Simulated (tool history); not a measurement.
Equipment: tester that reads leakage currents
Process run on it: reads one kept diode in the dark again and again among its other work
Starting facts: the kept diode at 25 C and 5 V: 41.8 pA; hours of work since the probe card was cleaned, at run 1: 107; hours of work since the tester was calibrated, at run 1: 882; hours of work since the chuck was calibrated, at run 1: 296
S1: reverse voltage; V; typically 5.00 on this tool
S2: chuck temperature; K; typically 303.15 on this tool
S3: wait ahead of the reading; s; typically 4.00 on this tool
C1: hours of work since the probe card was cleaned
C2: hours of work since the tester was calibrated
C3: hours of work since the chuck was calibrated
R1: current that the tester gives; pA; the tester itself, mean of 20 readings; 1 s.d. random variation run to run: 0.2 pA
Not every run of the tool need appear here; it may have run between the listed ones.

run,hour,S1,S2,S3,C1,C2,C3,R1
1,0.0,5.00,303.15,4.00,107,882,296,66.52
2,20.6,5.00,303.15,4.00,120,895,309,66.48
3,39.8,5.00,293.15,4.00,132,907,321,30.21
4,59.9,5.00,314.15,4.00,145,920,334,153.83
5,76.1,5.00,303.15,2.26,155,930,344,67.51
6,107.4,5.00,303.15,2.26,175,950,364,67.52
7,131.2,5.00,303.15,2.26,190,965,380,67.55
8,159.7,5.00,303.15,0.95,209,984,398,68.64
9,181.0,8.09,303.15,0.95,222,997,411,82.43
10,199.9,8.09,303.15,0.95,234,1009,423,82.44
11,214.9,8.09,303.15,0.95,244,1019,433,83.33
12,245.7,5.00,298.15,4.00,263,1039,453,46.90
13,281.3,5.00,298.15,4.00,286,1061,475,47.13
14,298.4,5.00,303.15,4.00,297,1072,486,69.36
15,324.8,5.00,296.15,4.00,314,1089,503,40.94
16,357.2,5.00,296.15,4.00,334,1110,524,41.27
17,385.7,5.00,296.15,4.00,353,1128,542,41.61
18,415.9,5.00,296.15,4.00,372,1147,561,41.86
19,439.3,5.00,324.15,4.00,387,1162,576,321.38
20,463.9,5.00,324.15,4.00,403,1178,592,324.29

What will run 21 give?
21,496.7,5.00,324.15,4.00,423,1199,613,?

Run 21 came out at R1 324.36 pA.
With no hidden state in the tool, this same run would have given R1 302.53 pA.
